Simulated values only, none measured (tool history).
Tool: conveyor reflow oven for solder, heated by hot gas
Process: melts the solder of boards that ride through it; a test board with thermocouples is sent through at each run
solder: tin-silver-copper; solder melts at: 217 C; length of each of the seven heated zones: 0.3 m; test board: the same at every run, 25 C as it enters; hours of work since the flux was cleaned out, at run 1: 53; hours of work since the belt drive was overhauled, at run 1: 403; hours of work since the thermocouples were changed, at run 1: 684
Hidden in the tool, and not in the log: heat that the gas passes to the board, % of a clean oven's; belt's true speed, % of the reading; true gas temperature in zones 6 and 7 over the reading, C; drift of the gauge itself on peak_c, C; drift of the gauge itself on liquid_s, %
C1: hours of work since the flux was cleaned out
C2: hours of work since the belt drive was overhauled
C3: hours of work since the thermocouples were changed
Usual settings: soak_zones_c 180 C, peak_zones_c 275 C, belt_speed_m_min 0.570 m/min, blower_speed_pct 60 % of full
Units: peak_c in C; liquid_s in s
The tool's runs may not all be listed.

{"run": 1, "hour": 0.0, "soak_zones_c": 180, "peak_zones_c": 275, "belt_speed_m_min": 0.57, "blower_speed_pct": 60, "C1": 53, "C2": 403, "C3": 684, "peak_c": 258.38, "liquid_s": 52.5}
{"run": 2, "hour": 5.7, "soak_zones_c": 180, "peak_zones_c": 275, "belt_speed_m_min": 0.57, "blower_speed_pct": 60, "C1": 58, "C2": 407, "C3": 689, "peak_c": 258.25, "liquid_s": 52.4}
{"run": 3, "hour": 12.7, "soak_zones_c": 180, "peak_zones_c": 275, "belt_speed_m_min": 0.615, "blower_speed_pct": 60, "C1": 63, "C2": 413, "C3": 694, "peak_c": 255.37, "liquid_s": 46.8}
{"run": 4, "hour": 23.3, "soak_zones_c": 180, "peak_zones_c": 275, "belt_speed_m_min": 0.57, "blower_speed_pct": 60, "C1": 71, "C2": 421, "C3": 702, "peak_c": 258.35, "liquid_s": 52.5}
{"run": 5, "hour": 35.1, "soak_zones_c": 180, "peak_zones_c": 275, "belt_speed_m_min": 0.57, "blower_speed_pct": 60, "C1": 80, "C2": 430, "C3": 711, "peak_c": 258.29, "liquid_s": 52.5}
{"run": 6, "hour": 41.2, "soak_zones_c": 180, "peak_zones_c": 275, "belt_speed_m_min": 0.57, "blower_speed_pct": 60, "C1": 85, "C2": 435, "C3": 716, "peak_c": 258.43, "liquid_s": 52.3}
{"run": 7, "hour": 54.5, "soak_zones_c": 180, "peak_zones_c": 275, "belt_speed_m_min": 0.57, "blower_speed_pct": 60, "C1": 95, "C2": 445, "C3": 726, "peak_c": 258.16, "liquid_s": 52.4}
{"run": 8, "hour": 67.9, "soak_zones_c": 180, "peak_zones_c": 275, "belt_speed_m_min": 0.57, "blower_speed_pct": 60, "C1": 105, "C2": 455, "C3": 736, "peak_c": 258.36, "liquid_s": 52.4}
{"run": 9, "hour": 74.5, "soak_zones_c": 180, "peak_zones_c": 275, "belt_speed_m_min": 0.57, "blower_speed_pct": 60, "C1": 110, "C2": 460, "C3": 741, "peak_c": 258.29, "liquid_s": 52.5}
{"run": 10, "hour": 81.1, "soak_zones_c": 180, "peak_zones_c": 281, "belt_speed_m_min": 0.57, "blower_speed_pct": 60, "C1": 116, "C2": 465, "C3": 746, "peak_c": 263.28, "liquid_s": 54.9}
{"run": 11, "hour": 94.5, "soak_zones_c": 180, "peak_zones_c": 281, "belt_speed_m_min": 0.57, "blower_speed_pct": 60, "C1": 126, "C2": 476, "C3": 757, "peak_c": 263.36, "liquid_s": 55.0}
{"run": 12, "hour": 107.7, "soak_zones_c": 180, "peak_zones_c": 281, "belt_speed_m_min": 0.57, "blower_speed_pct": 60, "C1": 136, "C2": 486, "C3": 767, "peak_c": 263.27, "liquid_s": 54.8}
{"run": 13, "hour": 120.6, "soak_zones_c": 180, "peak_zones_c": 275, "belt_speed_m_min": 0.57, "blower_speed_pct": 60, "C1": 146, "C2": 496, "C3": 777, "peak_c": 258.11, "liquid_s": 52.1}
{"run": 14, "hour": 127.7, "soak_zones_c": 180, "peak_zones_c": 275, "belt_speed_m_min": 0.57, "blower_speed_pct": 60, "C1": 151, "C2": 501, "C3": 782, "peak_c": 258.17, "liquid_s": 52.3}
{"run": 15, "hour": 136.1, "soak_zones_c": 180, "peak_zones_c": 275, "belt_speed_m_min": 0.57, "blower_speed_pct": 60, "C1": 158, "C2": 507, "C3": 789, "peak_c": 258.12, "liquid_s": 52.4}
{"run": 16, "hour": 147.0, "soak_zones_c": 180, "peak_zones_c": 288, "belt_speed_m_min": 0.59, "blower_speed_pct": 72, "C1": 166, "C2": 516, "C3": 797, "peak_c": 270.42, "liquid_s": 56.3}
{"run": 17, "hour": 156.2, "soak_zones_c": 172, "peak_zones_c": 270, "belt_speed_m_min": 0.505, "blower_speed_pct": 85, "C1": 173, "C2": 523, "C3": 804, "peak_c": 260.12, "liquid_s": 59.0}
{"run": 18, "hour": 166.8, "soak_zones_c": 185, "peak_zones_c": 290, "belt_speed_m_min": 0.505, "blower_speed_pct": 85, "C1": 181, "C2": 531, "C3": 812, "peak_c": 280.23, "liquid_s": 70.6}
{"run": 19, "hour": 172.8, "soak_zones_c": 174, "peak_zones_c": 268, "belt_speed_m_min": 0.638, "blower_speed_pct": 73, "C1": 186, "C2": 536, "C3": 817, "peak_c": 249.14, "liquid_s": 40.1}
{"run": 20, "hour": 186.2, "soak_zones_c": 174, "peak_zones_c": 268, "belt_speed_m_min": 0.638, "blower_speed_pct": 73, "C1": 196, "C2": 546, "C3": 827, "peak_c": 249.13, "liquid_s": 40.1}
{"run": 21, "hour": 197.7, "soak_zones_c": 174, "peak_zones_c": 287, "belt_speed_m_min": 0.464, "blower_speed_pct": 70, "C1": 205, "C2": 555, "C3": 836, "peak_c": 276.43, "liquid_s": 72.6}
{"run": 22, "hour": 210.6, "soak_zones_c": 192, "peak_zones_c": 287, "belt_speed_m_min": 0.599, "blower_speed_pct": 70, "C1": 215, "C2": 565, "C3": 846, "peak_c": 270.94, "liquid_s": 59.1}
{"run": 23, "hour": 217.5, "soak_zones_c": 192, "peak_zones_c": 287, "belt_speed_m_min": 0.599, "blower_speed_pct": 70, "C1": 220, "C2": 570, "C3": 851, "peak_c": 270.8, "liquid_s": 59.1}
{"run": 24, "hour": 227.4, "soak_zones_c": 192, "peak_zones_c": 287, "belt_speed_m_min": 0.599, "blower_speed_pct": 70, "C1": 228, "C2": 577, "C3": 859, "peak_c": 270.85, "liquid_s": 59.0}
{"run": 25, "hour": 238.5, "soak_zones_c": 182, "peak_zones_c": 275, "belt_speed_m_min": 0.57, "blower_speed_pct": 60, "C1": 236, "C2": 586, "C3": 867, "peak_c": 258.31, "liquid_s": 53.2}
{"run": 26, "hour": 248.6, "soak_zones_c": 182, "peak_zones_c": 275, "belt_speed_m_min": 0.57, "blower_speed_pct": 60, "C1": 244, "C2": 594, "C3": 875, "peak_c": 258.43, "liquid_s": 53.1}
{"run": 27, "hour": 260.8, "soak_zones_c": 189, "peak_zones_c": 285, "belt_speed_m_min": 0.57, "blower_speed_pct": 88, "C1": 253, "C2": 603, "C3": 884, "peak_c": 272.66, "liquid_s": 61.9}
{"run": 28, "hour": 271.7, "soak_zones_c": 189, "peak_zones_c": 285, "belt_speed_m_min": 0.57, "blower_speed_pct": 88, "C1": 262, "C2": 611, "C3": 893, "peak_c": 272.52, "liquid_s": 61.9}
{"run": 29, "hour": 284.0, "soak_zones_c": 180, "peak_zones_c": 275, "belt_speed_m_min": 0.57, "blower_speed_pct": 60, "C1": 271, "C2": 621, "C3": 902, "peak_c": 257.97, "liquid_s": 52.3}
{"run": 30, "hour": 290.4, "soak_zones_c": 180, "peak_zones_c": 265, "belt_speed_m_min": 0.499, "blower_speed_pct": 60, "C1": 276, "C2": 626, "C3": 907, "peak_c": 253.39, "liquid_s": 58.0}

Hidden state or all else? Some run-to-run changes of peak_c, split into what the settings, what came in and random variation would give without the hidden state, and what is left for the hidden state (with any gauge scatter that isn't in both results):
Run 17 -> 18: soak_zones_c 172 -> 185, peak_zones_c 270 -> 290. peak_c +20.11 C: hidden state +0.01, all else +20.10.
Run 18 -> 19: soak_zones_c 185 -> 174, peak_zones_c 290 -> 268, belt_speed_m_min 0.505 -> 0.638, blower_speed_pct 85 -> 73. peak_c -31.09 C: hidden state -0.34, all else -30.75.
Run 20 -> 21: peak_zones_c 268 -> 287, belt_speed_m_min 0.638 -> 0.464, blower_speed_pct 73 -> 70. peak_c +27.30 C: hidden state +0.43, all else +26.87.
Run 21 -> 22: soak_zones_c 174 -> 192, belt_speed_m_min 0.464 -> 0.599. peak_c -5.49 C: hidden state -0.29, all else -5.20.

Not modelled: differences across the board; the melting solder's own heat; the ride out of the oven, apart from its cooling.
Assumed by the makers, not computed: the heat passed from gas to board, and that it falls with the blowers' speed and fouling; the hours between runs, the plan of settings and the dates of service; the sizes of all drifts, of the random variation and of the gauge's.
